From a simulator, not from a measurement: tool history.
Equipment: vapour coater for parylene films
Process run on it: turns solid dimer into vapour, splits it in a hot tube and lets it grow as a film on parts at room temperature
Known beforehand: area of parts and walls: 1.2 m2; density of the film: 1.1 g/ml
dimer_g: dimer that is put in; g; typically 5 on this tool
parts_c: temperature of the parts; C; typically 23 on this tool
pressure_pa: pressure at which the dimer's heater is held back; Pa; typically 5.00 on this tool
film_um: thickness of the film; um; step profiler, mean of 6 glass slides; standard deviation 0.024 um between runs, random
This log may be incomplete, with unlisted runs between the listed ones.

run	hour	dimer_g	parts_c	pressure_pa	film_um
1	0.0	5	23	5.00	2.21
2	68.8	5	23	5.00	2.14
3	143.5	5	23	5.00	2.13
4	202.1	5	23	5.00	2.08
# hour 261.4: table's thermometer calibrated
5	262.6	5	23	5.00	2.10
6	298.5	5	29	5.00	1.66
7	368.9	5	29	5.00	1.58
# hour 427.8: table's thermometer calibrated, once more
8	437.2	5	29	5.00	1.66
9	483.9	5	29	5.00	1.62
10	549.5	5	23	5.00	2.05
11	596.6	5	23	5.00	2.05
12	661.6	5	23	5.00	2.03
13	720.9	5	23	5.00	2.02
14	759.7	2	21	5.00	0.85
15	806.3	2	21	5.00	0.87
# hour 838.3: trap's valve overhauled
16	890.5	5	19	6.28	2.52
17	940.5	5	19	7.48	2.41
18	993.6	8	19	6.77	3.86
19	1043.2	5	24	5.00	2.05
20	1117.0	5	24	5.00	1.99
21	1188.4	3	22	9.15	1.19
22	1241.8	3	19	7.71	1.35

Estimate the outcome of run 23 from the log above:
23	1316.8	7	25	7.59	?

{"run 23": {"film_um": 2.5}}
Take away the tool's hidden state, keep the run-to-run variation as it was, and the same run would have given film_um 2.75 um.
